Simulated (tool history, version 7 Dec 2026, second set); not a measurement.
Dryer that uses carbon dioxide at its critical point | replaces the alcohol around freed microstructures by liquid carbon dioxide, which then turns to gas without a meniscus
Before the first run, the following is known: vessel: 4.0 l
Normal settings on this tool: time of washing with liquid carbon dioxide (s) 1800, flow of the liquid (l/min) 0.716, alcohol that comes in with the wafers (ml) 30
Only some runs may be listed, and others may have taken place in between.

run	hour	time of washing with liquid carbon dioxide (s)	flow of the liquid (l/min)	alcohol that comes in with the wafers (ml)	alcohol left in the vessel before it's heated (ppm by volume)
1	0.0	1800	0.716	30	87
2	10.3	1800	0.716	30	97
3	15.3	1800	0.716	30	97
4	20.4	1800	0.716	30	104
5	29.4	1800	0.716	30	100
6	38.2	1800	0.716	30	107
7	45.6	1800	0.716	30	103
8	51.1	1800	0.716	30	108
9	55.4	1800	0.716	30	106
10	64.2	1800	0.716	31	113
11	72.0	1800	0.550	30	267
12	80.0	1800	0.727	30	100
13	87.9	1800	0.727	30	108
14	95.9	1800	0.716	32	114
15	104.7	1800	0.716	43	147
16	114.0	1800	0.716	43	148
17	118.7	1800	0.716	43	156
18	125.9	1800	1.149	30	28
19	130.2	1800	0.593	100	676
20	136.9	2580	0.920	30	25
21	142.1	2160	0.436	58	626
22	149.3	2160	0.436	58	653
23	159.3	2160	0.436	58	630
24	166.8	2160	0.436	58	637
25	176.5	2160	0.436	58	631
26	184.0	2760	0.785	30	39
27	188.6	1800	0.785	30	97
28	197.6	1800	0.785	30	98
29	202.0	1080	0.466	50	2373
30	206.3	1080	0.466	50	2355
# hour 210.4: inlet filter changed
31	211.8	1080	0.466	50	1940

Predict each of these 5 candidate next runs independently; none follows another, all start after run 31:
A	217.4	2400	0.469	118	?
B	217.4	1680	0.466	50	?
C	217.4	1380	0.466	50	?
D	217.4	1800	1.158	30	?
E	217.4	1320	0.996	107	?

run	alcohol left in the vessel before it's heated (ppm by volume)
A	472
B	689
C	1186
D	21
E	218
Without the tool's unlogged condition, the same runs would have read:
run	alcohol left in the vessel before it's heated (ppm by volume)
A	438
B	656
C	1149
D	0
E	187
